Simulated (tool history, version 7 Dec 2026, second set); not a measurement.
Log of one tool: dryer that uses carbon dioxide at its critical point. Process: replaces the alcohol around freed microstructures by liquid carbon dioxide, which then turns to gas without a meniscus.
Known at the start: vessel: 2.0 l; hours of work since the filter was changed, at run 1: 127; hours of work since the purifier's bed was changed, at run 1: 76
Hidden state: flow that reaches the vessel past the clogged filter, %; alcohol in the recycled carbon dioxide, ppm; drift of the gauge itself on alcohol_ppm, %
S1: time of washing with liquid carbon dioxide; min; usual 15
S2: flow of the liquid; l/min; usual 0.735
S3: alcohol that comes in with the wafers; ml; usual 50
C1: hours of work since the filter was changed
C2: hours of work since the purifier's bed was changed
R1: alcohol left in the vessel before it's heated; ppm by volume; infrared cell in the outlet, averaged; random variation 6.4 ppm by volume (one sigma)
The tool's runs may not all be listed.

{"run": 1, "hour": 0.0, "S1": 15, "S2": 0.735, "S3": 50, "C1": 127, "C2": 76, "R1": 504}
{"run": 2, "hour": 6.0, "S1": 13, "S2": 0.735, "S3": 50, "C1": 132, "C2": 80, "R1": 858}
{"run": 3, "hour": 14.8, "S1": 13, "S2": 0.735, "S3": 50, "C1": 138, "C2": 87, "R1": 856}
{"run": 4, "hour": 27.7, "S1": 13, "S2": 0.735, "S3": 50, "C1": 147, "C2": 96, "R1": 878}
{"run": 5, "hour": 33.9, "S1": 15, "S2": 0.735, "S3": 50, "C1": 152, "C2": 100, "R1": 590}
{"run": 6, "hour": 42.9, "S1": 15, "S2": 0.493, "S3": 50, "C1": 158, "C2": 107, "R1": 2058}
{"hour": 44.6, "done": "inlet filter changed"}
{"run": 7, "hour": 50.4, "S1": 15, "S2": 0.592, "S3": 50, "C1": 4, "C2": 111, "R1": 715}
{"run": 8, "hour": 60.1, "S1": 15, "S2": 0.592, "S3": 50, "C1": 11, "C2": 118, "R1": 712}
{"run": 9, "hour": 70.7, "S1": 15, "S2": 0.592, "S3": 57, "C1": 19, "C2": 126, "R1": 849}
{"run": 10, "hour": 82.1, "S1": 15, "S2": 0.592, "S3": 57, "C1": 27, "C2": 134, "R1": 891}
{"run": 11, "hour": 95.2, "S1": 15, "S2": 0.735, "S3": 50, "C1": 36, "C2": 143, "R1": 363}
{"run": 12, "hour": 108.0, "S1": 15, "S2": 0.735, "S3": 50, "C1": 45, "C2": 152, "R1": 383}
{"run": 13, "hour": 118.2, "S1": 15, "S2": 0.735, "S3": 50, "C1": 52, "C2": 160, "R1": 390}
{"run": 14, "hour": 124.6, "S1": 15, "S2": 0.735, "S3": 50, "C1": 57, "C2": 164, "R1": 407}
{"run": 15, "hour": 132.1, "S1": 15, "S2": 0.735, "S3": 50, "C1": 62, "C2": 170, "R1": 424}
{"run": 16, "hour": 139.0, "S1": 15, "S2": 0.735, "S3": 50, "C1": 67, "C2": 175, "R1": 424}
{"run": 17, "hour": 150.8, "S1": 15, "S2": 0.735, "S3": 50, "C1": 76, "C2": 183, "R1": 456}

The next listed run, before its measurement:
{"run": 18, "hour": 158.6, "S1": 15, "S2": 0.735, "S3": 50, "C1": 81, "C2": 189, "R1": "?"}

R1: 472 ppm by volume
Without the tool's hidden state the same run would have given R1 272 ppm by volume.
